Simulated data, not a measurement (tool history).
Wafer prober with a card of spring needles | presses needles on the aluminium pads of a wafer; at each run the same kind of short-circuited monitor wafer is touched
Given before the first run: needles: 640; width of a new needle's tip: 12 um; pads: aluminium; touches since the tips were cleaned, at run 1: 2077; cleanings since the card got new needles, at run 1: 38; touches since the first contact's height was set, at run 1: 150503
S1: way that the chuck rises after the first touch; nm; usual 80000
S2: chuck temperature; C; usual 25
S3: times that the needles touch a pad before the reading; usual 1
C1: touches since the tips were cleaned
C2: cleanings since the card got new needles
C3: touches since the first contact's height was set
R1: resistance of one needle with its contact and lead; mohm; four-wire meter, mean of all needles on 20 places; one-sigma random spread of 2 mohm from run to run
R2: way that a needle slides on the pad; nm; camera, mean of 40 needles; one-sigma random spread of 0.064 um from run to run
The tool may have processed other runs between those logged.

{"run": 1, "hour": 0.0, "S1": 80000, "S2": 25, "S3": 1, "C1": 2077, "C2": 38, "C3": 150503, "R1": 216, "R2": 12030}
{"hour": 3.8, "done": "tips cleaned on abrasive film"}
{"hour": 13.2, "done": "tips cleaned on abrasive film"}
{"hour": 22.6, "done": "tips cleaned on abrasive film"}
{"hour": 32.0, "done": "tips cleaned on abrasive film"}
{"hour": 41.4, "done": "tips cleaned on abrasive film"}
{"hour": 50.8, "done": "tips cleaned on abrasive film"}
{"run": 2, "hour": 56.8, "S1": 80000, "S2": 25, "S3": 1, "C1": 2665, "C2": 44, "C3": 175310, "R1": 215, "R2": 12110}
{"hour": 58.8, "done": "tips cleaned on abrasive film"}
{"hour": 68.2, "done": "tips cleaned on abrasive film"}
{"hour": 77.5, "done": "tips cleaned on abrasive film"}
{"hour": 85.1, "done": "tips cleaned on abrasive film"}
{"hour": 94.5, "done": "tips cleaned on abrasive film"}
{"hour": 103.9, "done": "tips cleaned on abrasive film"}
{"run": 3, "hour": 109.2, "S1": 80000, "S2": 25, "S3": 1, "C1": 2361, "C2": 50, "C3": 198174, "R1": 214, "R2": 11920}
{"hour": 113.0, "done": "tips cleaned on abrasive film"}
{"hour": 122.4, "done": "tips cleaned on abrasive film"}
{"hour": 131.8, "done": "tips cleaned on abrasive film"}
{"hour": 139.3, "done": "tips cleaned on abrasive film"}
{"run": 4, "hour": 144.6, "S1": 80000, "S2": 25, "S3": 1, "C1": 2317, "C2": 54, "C3": 213612, "R1": 214, "R2": 11890}
{"hour": 148.4, "done": "tips cleaned on abrasive film"}
{"hour": 155.9, "done": "tips cleaned on abrasive film"}
{"hour": 165.3, "done": "tips cleaned on abrasive film"}
{"hour": 174.7, "done": "tips cleaned on abrasive film"}
{"hour": 184.1, "done": "tips cleaned on abrasive film"}
{"hour": 191.6, "done": "tips cleaned on abrasive film"}
{"hour": 201.0, "done": "tips cleaned on abrasive film"}
{"run": 5, "hour": 201.2, "S1": 80000, "S2": 25, "S3": 1, "C1": 83, "C2": 61, "C3": 238296, "R1": 215, "R2": 11810}
{"hour": 208.7, "done": "tips cleaned on abrasive film"}
{"hour": 214.6, "done": "height of the first contact set anew"}
{"hour": 218.4, "done": "tips cleaned on abrasive film"}
{"hour": 227.8, "done": "tips cleaned on abrasive film"}
{"hour": 237.2, "done": "tips cleaned on abrasive film"}
{"hour": 246.6, "done": "tips cleaned on abrasive film"}
{"hour": 256.0, "done": "tips cleaned on abrasive film"}
{"run": 6, "hour": 262.2, "S1": 80000, "S2": 25, "S3": 1, "C1": 2734, "C2": 67, "C3": 20774, "R1": 213, "R2": 12020}
{"hour": 264.1, "done": "tips cleaned on abrasive film"}
{"hour": 273.5, "done": "tips cleaned on abrasive film"}
{"hour": 282.9, "done": "tips cleaned on abrasive film"}
{"hour": 292.3, "done": "tips cleaned on abrasive film"}
{"hour": 301.7, "done": "tips cleaned on abrasive film"}
{"run": 7, "hour": 303.1, "S1": 80000, "S2": 25, "S3": 1, "C1": 620, "C2": 72, "C3": 38615, "R1": 212, "R2": 11960}
{"hour": 310.6, "done": "tips cleaned on abrasive film"}
{"hour": 320.0, "done": "tips cleaned on abrasive film"}
{"hour": 329.4, "done": "tips cleaned on abrasive film"}
{"hour": 338.8, "done": "tips cleaned on abrasive film"}
{"hour": 347.6, "done": "tips cleaned on abrasive film"}
{"run": 8, "hour": 347.6, "S1": 80000, "S2": 25, "S3": 1, "C1": 0, "C2": 77, "C3": 58050, "R1": 215, "R2": 12050}
{"hour": 357.0, "done": "tips cleaned on abrasive film"}
{"hour": 366.4, "done": "tips cleaned on abrasive film"}
{"hour": 375.8, "done": "tips cleaned on abrasive film"}
{"hour": 385.2, "done": "tips cleaned on abrasive film"}
{"hour": 392.7, "done": "tips cleaned on abrasive film"}
{"hour": 402.1, "done": "tips cleaned on abrasive film"}
{"run": 9, "hour": 407.7, "S1": 80000, "S2": 25, "S3": 1, "C1": 2461, "C2": 83, "C3": 84292, "R1": 214, "R2": 11940}
{"hour": 410.2, "done": "tips cleaned on abrasive film"}
{"hour": 417.7, "done": "tips cleaned on abrasive film"}
{"hour": 427.1, "done": "tips cleaned on abrasive film"}
{"hour": 434.6, "done": "tips cleaned on abrasive film"}
{"hour": 444.0, "done": "tips cleaned on abrasive film"}
{"hour": 453.4, "done": "tips cleaned on abrasive film"}
{"run": 10, "hour": 458.8, "S1": 80000, "S2": 25, "S3": 1, "C1": 2370, "C2": 89, "C3": 106579, "R1": 213, "R2": 11990}
{"hour": 462.6, "done": "tips cleaned on abrasive film"}
{"hour": 472.0, "done": "tips cleaned on abrasive film"}
{"hour": 481.3, "done": "tips cleaned on abrasive film"}
{"hour": 490.7, "done": "tips cleaned on abrasive film"}
{"hour": 500.1, "done": "tips cleaned on abrasive film"}
{"hour": 509.5, "done": "tips cleaned on abrasive film"}
{"hour": 518.9, "done": "tips cleaned on abrasive film"}
{"run": 11, "hour": 522.9, "S1": 80000, "S2": 25, "S3": 2, "C1": 1784, "C2": 96, "C3": 134605, "R1": 214, "R2": 11890}
{"hour": 526.8, "done": "tips cleaned on abrasive film"}
{"hour": 536.2, "done": "tips cleaned on abrasive film"}
{"hour": 545.5, "done": "tips cleaned on abrasive film"}
{"hour": 553.1, "done": "tips cleaned on abrasive film"}
{"hour": 562.5, "done": "tips cleaned on abrasive film"}
{"hour": 571.8, "done": "tips cleaned on abrasive film"}
{"run": 12, "hour": 571.8, "S1": 72000, "S2": 25, "S3": 2, "C1": 0, "C2": 102, "C3": 155908, "R1": 212, "R2": 10760}
{"hour": 579.3, "done": "tips cleaned on abrasive film"}
{"hour": 588.7, "done": "tips cleaned on abrasive film"}
{"hour": 598.1, "done": "tips cleaned on abrasive film"}
{"hour": 607.5, "done": "tips cleaned on abrasive film"}
{"run": 13, "hour": 608.4, "S1": 93000, "S2": 78, "S3": 2, "C1": 386, "C2": 106, "C3": 171875, "R1": 227, "R2": 13710}
{"hour": 615.9, "done": "tips cleaned on abrasive film"}
{"hour": 623.4, "done": "tips cleaned on abrasive film"}
{"hour": 632.8, "done": "tips cleaned on abrasive film"}
{"hour": 640.4, "done": "tips cleaned on abrasive film"}
{"hour": 649.8, "done": "tips cleaned on abrasive film"}
{"hour": 659.1, "done": "tips cleaned on abrasive film"}
{"hour": 666.7, "done": "tips cleaned on abrasive film"}
{"run": 14, "hour": 671.2, "S1": 73000, "S2": 25, "S3": 1, "C1": 1986, "C2": 113, "C3": 199283, "R1": 218, "R2": 10780}
{"hour": 675.0, "done": "tips cleaned on abrasive film"}
{"hour": 684.4, "done": "tips cleaned on abrasive film"}
{"hour": 693.8, "done": "tips cleaned on abrasive film"}
{"hour": 701.3, "done": "tips cleaned on abrasive film"}
{"hour": 710.7, "done": "tips cleaned on abrasive film"}
{"hour": 718.2, "done": "tips cleaned on abrasive film"}
{"hour": 727.6, "done": "tips cleaned on abrasive film"}
{"run": 15, "hour": 728.2, "S1": 86000, "S2": 25, "S3": 1, "C1": 279, "C2": 120, "C3": 224162, "R1": 212, "R2": 12660}
{"hour": 735.8, "done": "tips cleaned on abrasive film"}
{"hour": 745.2, "done": "tips cleaned on abrasive film"}
{"hour": 754.5, "done": "tips cleaned on abrasive film"}
{"run": 16, "hour": 761.2, "S1": 86000, "S2": 54, "S3": 2, "C1": 2946, "C2": 123, "C3": 238587, "R1": 221, "R2": 12630}
{"hour": 763.2, "done": "tips cleaned on abrasive film"}
{"hour": 772.6, "done": "tips cleaned on abrasive film"}
{"hour": 774.7, "done": "height of the first contact set anew"}
{"hour": 782.3, "done": "tips cleaned on abrasive film"}
{"hour": 791.6, "done": "tips cleaned on abrasive film"}
{"hour": 801.0, "done": "tips cleaned on abrasive film"}
{"hour": 810.4, "done": "tips cleaned on abrasive film"}
{"hour": 819.4, "done": "tips cleaned on abrasive film"}
{"run": 17, "hour": 819.4, "S1": 84000, "S2": 51, "S3": 1, "C1": 0, "C2": 130, "C3": 19488, "R1": 216, "R2": 12380}
{"hour": 826.9, "done": "tips cleaned on abrasive film"}
{"hour": 836.3, "done": "tips cleaned on abrasive film"}
{"hour": 845.7, "done": "tips cleaned on abrasive film"}
{"hour": 855.1, "done": "tips cleaned on abrasive film"}
{"hour": 862.6, "done": "tips cleaned on abrasive film"}
{"hour": 872.0, "done": "tips cleaned on abrasive film"}
{"hour": 879.5, "done": "tips cleaned on abrasive film"}
{"run": 18, "hour": 881.6, "S1": 84000, "S2": 51, "S3": 1, "C1": 928, "C2": 137, "C3": 46658, "R1": 219, "R2": 12460}
{"hour": 887.3, "done": "tips cleaned on abrasive film"}
{"hour": 896.7, "done": "tips cleaned on abrasive film"}
{"hour": 906.1, "done": "tips cleaned on abrasive film"}
{"hour": 915.5, "done": "tips cleaned on abrasive film"}
{"hour": 924.9, "done": "tips cleaned on abrasive film"}
{"run": 19, "hour": 925.5, "S1": 80000, "S2": 25, "S3": 2, "C1": 256, "C2": 142, "C3": 65778, "R1": 217, "R2": 11820}
{"hour": 933.0, "done": "tips cleaned on abrasive film"}
{"hour": 942.4, "done": "tips cleaned on abrasive film"}
{"hour": 951.8, "done": "tips cleaned on abrasive film"}
{"hour": 959.3, "done": "tips cleaned on abrasive film"}
{"hour": 968.7, "done": "tips cleaned on abrasive film"}
{"hour": 978.1, "done": "tips cleaned on abrasive film"}
{"run": 20, "hour": 983.2, "S1": 92000, "S2": 25, "S3": 2, "C1": 2280, "C2": 148, "C3": 91018, "R1": 212, "R2": 13410}
{"hour": 987.1, "done": "tips cleaned on abrasive film"}
{"hour": 996.4, "done": "tips cleaned on abrasive film"}
{"hour": 1005.8, "done": "tips cleaned on abrasive film"}
{"hour": 1015.2, "done": "tips cleaned on abrasive film"}
{"hour": 1024.6, "done": "tips cleaned on abrasive film"}
{"hour": 1034.0, "done": "tips cleaned on abrasive film"}
{"hour": 1043.3, "done": "tips cleaned on abrasive film"}
{"run": 21, "hour": 1043.3, "S1": 84000, "S2": 84, "S3": 2, "C1": 0, "C2": 155, "C3": 117207, "R1": 229, "R2": 12380}
{"hour": 1050.8, "done": "tips cleaned on abrasive film"}
{"hour": 1060.2, "done": "tips cleaned on abrasive film"}
{"hour": 1067.7, "done": "tips cleaned on abrasive film"}
{"hour": 1077.1, "done": "tips cleaned on abrasive film"}
{"hour": 1086.5, "done": "tips cleaned on abrasive film"}
{"run": 22, "hour": 1090.4, "S1": 69000, "S2": 43, "S3": 2, "C1": 1702, "C2": 160, "C3": 137770, "R1": 225, "R2": 9930}

4 options for the next run, each taken on its own from the tool as it stands now. Forecast them:
{"hour": 1094.2, "done": "tips cleaned on abrasive film"}
{"hour": 1101.7, "done": "tips cleaned on abrasive film"}
{"hour": 1111.1, "done": "tips cleaned on abrasive film"}
{"hour": 1120.5, "done": "tips cleaned on abrasive film"}
{"hour": 1128.0, "done": "tips cleaned on abrasive film"}
{"run": "A", "hour": 1134.0, "S1": 69000, "S2": 110, "S3": 2, "C1": 2653, "C2": 165, "C3": 156827, "R1": "?", "R2": "?"}
{"hour": 1094.2, "done": "tips cleaned on abrasive film"}
{"hour": 1101.7, "done": "tips cleaned on abrasive film"}
{"hour": 1111.1, "done": "tips cleaned on abrasive film"}
{"hour": 1120.5, "done": "tips cleaned on abrasive film"}
{"hour": 1128.0, "done": "tips cleaned on abrasive film"}
{"run": "B", "hour": 1134.0, "S1": 80000, "S2": 96, "S3": 1, "C1": 2653, "C2": 165, "C3": 156827, "R1": "?", "R2": "?"}
{"hour": 1094.2, "done": "tips cleaned on abrasive film"}
{"hour": 1101.7, "done": "tips cleaned on abrasive film"}
{"hour": 1111.1, "done": "tips cleaned on abrasive film"}
{"hour": 1120.5, "done": "tips cleaned on abrasive film"}
{"hour": 1128.0, "done": "tips cleaned on abrasive film"}
{"run": "C", "hour": 1134.0, "S1": 96000, "S2": 39, "S3": 2, "C1": 2653, "C2": 165, "C3": 156827, "R1": "?", "R2": "?"}
{"hour": 1094.2, "done": "tips cleaned on abrasive film"}
{"hour": 1101.7, "done": "tips cleaned on abrasive film"}
{"hour": 1111.1, "done": "tips cleaned on abrasive film"}
{"hour": 1120.5, "done": "tips cleaned on abrasive film"}
{"hour": 1128.0, "done": "tips cleaned on abrasive film"}
{"run": "D", "hour": 1134.0, "S1": 67000, "S2": 114, "S3": 2, "C1": 2653, "C2": 165, "C3": 156827, "R1": "?", "R2": "?"}

run=A R1=237 R2=10080
run=B R1=234 R2=11810
run=C R1=213 R2=14140
run=D R1=240 R2=9830
With no hidden state in the tool, these same runs would have given:
run=A R1=236 R2=10360
run=B R1=233 R2=12120
run=C R1=213 R2=14520
run=D R1=239 R2=10100
